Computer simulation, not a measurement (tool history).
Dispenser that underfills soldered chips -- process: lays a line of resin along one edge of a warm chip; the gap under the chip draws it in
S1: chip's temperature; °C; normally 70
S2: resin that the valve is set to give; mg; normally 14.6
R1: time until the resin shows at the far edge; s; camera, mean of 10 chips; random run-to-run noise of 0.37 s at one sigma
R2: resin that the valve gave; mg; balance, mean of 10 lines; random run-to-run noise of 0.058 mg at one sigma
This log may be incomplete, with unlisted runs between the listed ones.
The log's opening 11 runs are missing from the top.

run,hour,S1,S2,R1,R2
12,56,70,14.6,34.4,14.17
# hour 61.2: new syringe of resin
13,62.8,70,14.6,22.5,14.21
14,67.7,84,14.6,16.6,14.2
15,72.9,70,13.6,42,13.12
# hour 74.4: new syringe of resin
16,77.3,70,14.2,24.5,13.73
17,83.2,56,14.6,68.5,14.14
# hour 87.6: new syringe of resin
18,90,56,14.6,47.1,14.05
19,92.9,56,14.6,56.3,14.02
20,98.2,72,18.3,35.2,17.4
# hour 100.7: new syringe of resin
21,103.4,69,17.5,24.4,16.64

What does the tool deliver on the next run?
22,106.6,70,14.4,?,?

Run 22 came out at R1 29.3 s, R2 13.84 mg.
The same run, on a tool lacking any hidden state, would have yielded R1 20.9 s, R2 14.52 mg.

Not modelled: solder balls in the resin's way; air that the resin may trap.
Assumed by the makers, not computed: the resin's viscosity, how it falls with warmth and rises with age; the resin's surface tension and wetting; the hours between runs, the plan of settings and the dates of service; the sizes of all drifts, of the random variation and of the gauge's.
